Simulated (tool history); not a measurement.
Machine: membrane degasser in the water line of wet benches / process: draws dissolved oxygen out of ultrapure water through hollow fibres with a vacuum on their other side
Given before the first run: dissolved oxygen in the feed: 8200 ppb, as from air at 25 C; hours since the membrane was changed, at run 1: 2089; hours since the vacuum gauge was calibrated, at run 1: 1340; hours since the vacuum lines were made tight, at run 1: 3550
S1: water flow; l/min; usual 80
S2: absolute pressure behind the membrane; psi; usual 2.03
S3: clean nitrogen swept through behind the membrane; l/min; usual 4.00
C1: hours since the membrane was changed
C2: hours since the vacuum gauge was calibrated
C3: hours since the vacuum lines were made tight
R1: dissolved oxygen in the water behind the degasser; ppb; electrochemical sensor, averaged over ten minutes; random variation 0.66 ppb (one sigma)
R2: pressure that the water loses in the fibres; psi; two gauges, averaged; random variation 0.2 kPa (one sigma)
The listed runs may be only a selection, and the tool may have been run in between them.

{"run": 1, "day": 0.0, "S1": 80, "S2": 2.03, "S3": 4.0, "C1": 2089, "C2": 1340, "C3": 3550, "R1": 466.5, "R2": 6.721}
{"run": 2, "day": 7.892, "S1": 80, "S2": 2.03, "S3": 4.0, "C1": 2279, "C2": 1529, "C3": 3739, "R1": 467.9, "R2": 6.702}
{"run": 3, "day": 16.221, "S1": 80, "S2": 2.03, "S3": 4.0, "C1": 2479, "C2": 1729, "C3": 3939, "R1": 468.2, "R2": 6.722}
{"run": 4, "day": 19.95, "S1": 80, "S2": 2.03, "S3": 4.0, "C1": 2568, "C2": 1819, "C3": 4029, "R1": 468.9, "R2": 6.731}
{"run": 5, "day": 28.388, "S1": 80, "S2": 2.03, "S3": 4.0, "C1": 2771, "C2": 2021, "C3": 4231, "R1": 469.1, "R2": 6.767}
{"run": 6, "day": 36.217, "S1": 119, "S2": 2.03, "S3": 4.0, "C1": 2958, "C2": 2209, "C3": 4419, "R1": 667.7, "R2": 10.069}
{"run": 7, "day": 44.004, "S1": 119, "S2": 2.03, "S3": 4.0, "C1": 3145, "C2": 2396, "C3": 4606, "R1": 666.4, "R2": 10.112}
{"run": 8, "day": 48.258, "S1": 80, "S2": 2.03, "S3": 5.43, "C1": 3247, "C2": 2498, "C3": 4708, "R1": 362.4, "R2": 6.766}
{"run": 9, "day": 51.975, "S1": 80, "S2": 2.03, "S3": 4.0, "C1": 3337, "C2": 2587, "C3": 4797, "R1": 468.6, "R2": 6.765}
{"run": 10, "day": 56.7, "S1": 80, "S2": 1.38, "S3": 10.25, "C1": 3450, "C2": 2701, "C3": 4911, "R1": 126.3, "R2": 6.773}
{"day": 57.408, "done": "vacuum gauge calibrated"}
{"run": 11, "day": 61.733, "S1": 51, "S2": 3.55, "S3": 10.25, "C1": 3570, "C2": 104, "C3": 5031, "R1": 253.9, "R2": 4.306}
{"run": 12, "day": 69.396, "S1": 59, "S2": 2.19, "S3": 6.5, "C1": 3754, "C2": 288, "C3": 5215, "R1": 255.4, "R2": 5.02}
{"run": 13, "day": 73.133, "S1": 59, "S2": 2.19, "S3": 6.5, "C1": 3844, "C2": 377, "C3": 5305, "R1": 255.6, "R2": 4.997}
{"run": 14, "day": 77.112, "S1": 59, "S2": 2.19, "S3": 6.5, "C1": 3939, "C2": 473, "C3": 5400, "R1": 255.5, "R2": 5.001}

Estimate the outcome of run 15 from the log above:
{"run": 15, "day": 80.833, "S1": 59, "S2": 2.19, "S3": 6.5, "C1": 4029, "C2": 562, "C3": 5489, "R1": "?", "R2": "?"}

{"run 15": {"R1": 255.5, "R2": 4.97}}
Without the tool's hidden state the same run would have given R1 250.9 ppb, R2 4.860 psi.
